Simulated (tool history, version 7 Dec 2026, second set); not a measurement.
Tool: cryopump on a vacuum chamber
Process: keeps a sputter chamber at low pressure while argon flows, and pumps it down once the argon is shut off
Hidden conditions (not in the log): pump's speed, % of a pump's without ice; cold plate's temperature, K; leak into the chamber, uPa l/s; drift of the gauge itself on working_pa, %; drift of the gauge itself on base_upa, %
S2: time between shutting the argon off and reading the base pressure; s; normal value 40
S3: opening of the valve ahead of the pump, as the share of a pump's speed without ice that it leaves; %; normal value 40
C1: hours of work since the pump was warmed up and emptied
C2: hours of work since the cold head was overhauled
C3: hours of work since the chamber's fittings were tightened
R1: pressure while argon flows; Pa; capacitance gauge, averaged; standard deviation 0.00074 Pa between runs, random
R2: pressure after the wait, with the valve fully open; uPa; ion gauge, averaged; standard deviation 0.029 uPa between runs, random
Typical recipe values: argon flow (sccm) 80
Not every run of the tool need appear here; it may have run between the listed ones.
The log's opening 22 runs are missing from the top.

{"run": 23, "hour": 757.3, "argon flow (sccm)": 65, "S2": 37, "S3": 44, "C1": 1120, "C2": 1120, "C3": 1686, "R1": 0.1173, "R2": 3.05}
{"run": 24, "hour": 803.6, "argon flow (sccm)": 48, "S2": 226, "S3": 24, "C1": 1143, "C2": 1143, "C3": 1709, "R1": 0.1497, "R2": 2.08}
{"run": 25, "hour": 840.7, "argon flow (sccm)": 76, "S2": 40, "S3": 17, "C1": 1162, "C2": 1162, "C3": 1728, "R1": 0.3248, "R2": 3.2}
{"run": 26, "hour": 866.3, "argon flow (sccm)": 158, "S2": 40, "S3": 40, "C1": 1175, "C2": 1175, "C3": 1741, "R1": 0.3109, "R2": 3.17}
{"hour": 902.3, "done": "pump warmed up, emptied and cooled again"}
{"run": 27, "hour": 919.3, "argon flow (sccm)": 158, "S2": 40, "S3": 40, "C1": 9, "C2": 1199, "C3": 1765, "R1": 0.2763, "R2": 2.7}
{"run": 28, "hour": 959.9, "argon flow (sccm)": 158, "S2": 40, "S3": 40, "C1": 29, "C2": 1220, "C3": 1785, "R1": 0.2759, "R2": 2.63}
{"run": 29, "hour": 992.6, "argon flow (sccm)": 65, "S2": 40, "S3": 36, "C1": 46, "C2": 1236, "C3": 1802, "R1": 0.1264, "R2": 2.74}
{"run": 30, "hour": 1029.3, "argon flow (sccm)": 65, "S2": 40, "S3": 36, "C1": 64, "C2": 1255, "C3": 1821, "R1": 0.1267, "R2": 2.76}
{"run": 31, "hour": 1068.5, "argon flow (sccm)": 39, "S2": 161, "S3": 36, "C1": 84, "C2": 1275, "C3": 1840, "R1": 0.0762, "R2": 1.82}
{"run": 32, "hour": 1104.9, "argon flow (sccm)": 111, "S2": 245, "S3": 21, "C1": 102, "C2": 1293, "C3": 1859, "R1": 0.3696, "R2": 1.75}

Run 33, settings as shown, results not yet in. Your forecast:
{"run": 33, "hour": 1146.3, "argon flow (sccm)": 111, "S2": 245, "S3": 25, "C1": 123, "C2": 1314, "C3": 1880, "R1": "?", "R2": "?"}

{"run 33": {"R1": 0.3094, "R2": 1.77}}
Take away the tool's hidden state, keep the run-to-run variation as it was, and the same run would have given R1 0.3055 Pa, R2 0.33 uPa.

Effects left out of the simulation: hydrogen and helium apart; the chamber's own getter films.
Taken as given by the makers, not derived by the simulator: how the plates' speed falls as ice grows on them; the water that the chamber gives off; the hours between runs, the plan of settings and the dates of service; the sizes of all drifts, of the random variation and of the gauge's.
